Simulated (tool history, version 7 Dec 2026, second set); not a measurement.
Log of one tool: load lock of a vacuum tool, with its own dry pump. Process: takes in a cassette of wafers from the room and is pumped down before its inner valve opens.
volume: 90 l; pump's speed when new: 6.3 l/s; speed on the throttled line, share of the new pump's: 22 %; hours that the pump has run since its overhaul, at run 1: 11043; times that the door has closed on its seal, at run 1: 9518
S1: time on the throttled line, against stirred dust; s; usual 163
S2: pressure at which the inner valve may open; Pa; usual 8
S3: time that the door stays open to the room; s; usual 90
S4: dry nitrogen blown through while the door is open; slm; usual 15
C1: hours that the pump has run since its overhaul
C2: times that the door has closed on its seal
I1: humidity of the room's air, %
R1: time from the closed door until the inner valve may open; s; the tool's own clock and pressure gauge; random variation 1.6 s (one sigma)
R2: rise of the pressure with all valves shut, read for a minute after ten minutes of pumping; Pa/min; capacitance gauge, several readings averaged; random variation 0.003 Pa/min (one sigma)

| run | hour | S1 | S2 | S3 | S4 | C1 | C2 | I1 | R1 | R2 |
|---|---|---|---|---|---|---|---|---|---|---|
| 1 | 0.0 | 163 | 8 | 90 | 15 | 11043 | 9518 | 49.5 | 278.1 | 0.077 |
| 2 | 565.7 | 163 | 8 | 90 | 15 | 11608 | 10199 | 46.5 | 275.1 | 0.067 |
| 3 | 982.8 | 163 | 14 | 90 | 15 | 12025 | 10702 | 47.1 | 267.2 | 0.077 |
| 4 | 1518.0 | 163 | 14 | 58 | 15 | 12561 | 11346 | 49.2 | 269.2 | 0.075 |
| 5 | 2002.2 | 163 | 8 | 90 | 15 | 13045 | 11929 | 48.8 | 281.0 | 0.081 |
| 6 | 2562.7 | 163 | 8 | 90 | 15 | 13605 | 12604 | 46.2 | 280.6 | 0.078 |
| 7 | 2960.7 | 163 | 8 | 90 | 15 | 14003 | 13084 | 45.6 | 281.9 | 0.084 |
| 8 | 3401.4 | 163 | 8 | 90 | 15 | 14444 | 13614 | 45.3 | 284.3 | 0.088 |
| 9 | 3916.3 | 163 | 8 | 90 | 15 | 14959 | 14235 | 43.0 | 283.6 | 0.084 |
| 10 | 4497.5 | 163 | 8 | 90 | 15 | 15540 | 14934 | 45.4 | 287.8 | 0.096 |
| 11 | 5014.4 | 163 | 8 | 90 | 15 | 16057 | 15557 | 43.8 | 284.9 | 0.096 |
| 12 | 5387.3 | 163 | 8 | 207 | 15 | 16430 | 16006 | 47.4 | 286.4 | 0.109 |
| 13 | 5695.5 | 163 | 8 | 207 | 15 | 16738 | 16377 | 45.3 | 285.3 | 0.110 |
| 14 | 5984.5 | 163 | 8 | 90 | 15 | 17027 | 16725 | 46.1 | 287.3 | 0.105 |
| 15 | 6526.5 | 163 | 8 | 90 | 15 | 17569 | 17378 | 46.5 | 287.8 | 0.108 |
| 16 | 6875.2 | 163 | 8 | 90 | 15 | 17918 | 17798 | 42.6 | 290.4 | 0.104 |
| 17 | 7286.4 | 281 | 8 | 122 | 40 | 18329 | 18293 | 47.2 | 372.3 | 0.112 |
| 18 | 7868.9 | 202 | 13 | 31 | 13 | 18912 | 18995 | 42.2 | 307.6 | 0.106 |
|  | 8027.8 | dry pump taken out, an overhauled one fitted |
| 19 | 8312.2 | 101 | 11 | 26 | 13 | 284 | 19521 | 44.6 | 207.9 | 0.123 |
| 20 | 8839.1 | 105 | 9 | 90 | 15 | 811 | 20156 | 43.8 | 215.8 | 0.124 |
| 21 | 9284.8 | 105 | 9 | 90 | 15 | 1257 | 20693 | 47.2 | 217.8 | 0.129 |
| 22 | 9714.4 | 262 | 8 | 90 | 15 | 1687 | 21210 | 46.6 | 341.3 | 0.130 |
| 23 | 9980.2 | 272 | 8 | 70 | 6 | 1952 | 21530 | 42.6 | 349.2 | 0.136 |
| 24 | 10262.4 | 292 | 8 | 90 | 15 | 2235 | 21870 | 50.0 | 364.1 | 0.147 |
| 25 | 10544.7 | 292 | 8 | 90 | 15 | 2517 | 22210 | 45.9 | 365.3 | 0.139 |
| 26 | 10869.5 | 292 | 8 | 90 | 15 | 2842 | 22601 | 45.9 | 366.1 | 0.143 |
| 27 | 11336.8 | 292 | 8 | 90 | 15 | 3309 | 23164 | 46.3 | 366.5 | 0.151 |
| 28 | 11763.5 | 163 | 11 | 90 | 15 | 3736 | 23678 | 44.9 | 263.0 | 0.155 |

Forecast each of these 3 alternatives for the next run:
| A | 12261.0 | 163 | 12 | 90 | 10 | 4233 | 24277 | 46.2 | ? | ? |
| B | 12261.0 | 319 | 10 | 31 | 15 | 4233 | 24277 | 46.6 | ? | ? |
| C | 12261.0 | 163 | 10 | 215 | 35 | 4233 | 24277 | 43.6 | ? | ? |

| run | R1 | R2 |
|---|---|---|
| A | 261.6 | 0.156 |
| B | 386.8 | 0.148 |
| C | 264.6 | 0.154 |
Without the tool's hidden state the same runs would have given:
| run | R1 | R2 |
|---|---|---|
| A | 257.4 | 0.033 |
| B | 384.0 | 0.026 |
| C | 260.2 | 0.032 |
